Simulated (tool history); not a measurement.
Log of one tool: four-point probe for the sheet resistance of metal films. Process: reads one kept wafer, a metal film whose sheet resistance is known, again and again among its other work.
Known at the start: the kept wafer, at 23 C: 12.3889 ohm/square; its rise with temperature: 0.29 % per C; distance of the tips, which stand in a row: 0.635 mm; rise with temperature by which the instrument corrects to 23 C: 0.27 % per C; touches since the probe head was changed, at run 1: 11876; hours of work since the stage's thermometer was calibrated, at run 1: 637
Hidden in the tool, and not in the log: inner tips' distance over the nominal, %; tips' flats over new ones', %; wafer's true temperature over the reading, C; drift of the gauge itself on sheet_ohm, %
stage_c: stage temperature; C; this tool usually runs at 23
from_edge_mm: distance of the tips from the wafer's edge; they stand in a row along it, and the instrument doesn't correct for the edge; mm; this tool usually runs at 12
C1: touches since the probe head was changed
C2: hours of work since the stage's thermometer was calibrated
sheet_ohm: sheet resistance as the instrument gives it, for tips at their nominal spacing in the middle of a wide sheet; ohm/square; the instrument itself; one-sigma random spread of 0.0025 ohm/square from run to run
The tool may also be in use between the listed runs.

run 1 day=0.000 | stage_c=23 from_edge_mm=12 | C1=11876 C2=637 | sheet_ohm=12.392869
run 2 day=0.429 | stage_c=25 from_edge_mm=12 | C1=12095 C2=645 | sheet_ohm=12.398568
run 3 day=0.758 | stage_c=25 from_edge_mm=12 | C1=12264 C2=651 | sheet_ohm=12.398277
run 4 day=1.196 | stage_c=21 from_edge_mm=12 | C1=12487 C2=658 | sheet_ohm=12.390514
run 5 day=1.800 | stage_c=21 from_edge_mm=12 | C1=12796 C2=669 | sheet_ohm=12.382390
run 6 day=2.538 | stage_c=18 from_edge_mm=12 | C1=13174 C2=682 | sheet_ohm=12.380376
run 7 day=3.300 | stage_c=23 from_edge_mm=12 | C1=13563 C2=696 | sheet_ohm=12.394598
run 8 day=3.838 | stage_c=20 from_edge_mm=34 | C1=13840 C2=705 | sheet_ohm=12.360993
run 9 day=4.204 | stage_c=20 from_edge_mm=34 | C1=14027 C2=712 | sheet_ohm=12.368435
run 10 day=4.525 | stage_c=34 from_edge_mm=37 | C1=14191 C2=718 | sheet_ohm=12.394914
run 11 day=4.904 | stage_c=31 from_edge_mm=33 | C1=14385 C2=724 | sheet_ohm=12.395202
run 12 day=5.492 | stage_c=23 from_edge_mm=33 | C1=14684 C2=735 | sheet_ohm=12.370867
run 13 day=6.225 | stage_c=23 from_edge_mm=33 | C1=15061 C2=748 | sheet_ohm=12.368875
run 14 day=6.596 | stage_c=23 from_edge_mm=33 | C1=15249 C2=755 | sheet_ohm=12.368924

Predict each of these 3 candidate next runs independently; none follows another, all start after run 14:
run A day=7.333 | stage_c=34 from_edge_mm=8 | C1=15628 C2=768 | sheet_ohm=?
run B day=7.333 | stage_c=25 from_edge_mm=18 | C1=15628 C2=768 | sheet_ohm=?
run C day=7.333 | stage_c=20 from_edge_mm=26 | C1=15628 C2=768 | sheet_ohm=?

run=A sheet_ohm=12.440331
run=B sheet_ohm=12.380320
run=C sheet_ohm=12.366059
With the hidden condition removed and each run's random variation left untouched, the same runs would have given:
run=A sheet_ohm=12.461689
run=B sheet_ohm=12.401742
run=C sheet_ohm=12.387551

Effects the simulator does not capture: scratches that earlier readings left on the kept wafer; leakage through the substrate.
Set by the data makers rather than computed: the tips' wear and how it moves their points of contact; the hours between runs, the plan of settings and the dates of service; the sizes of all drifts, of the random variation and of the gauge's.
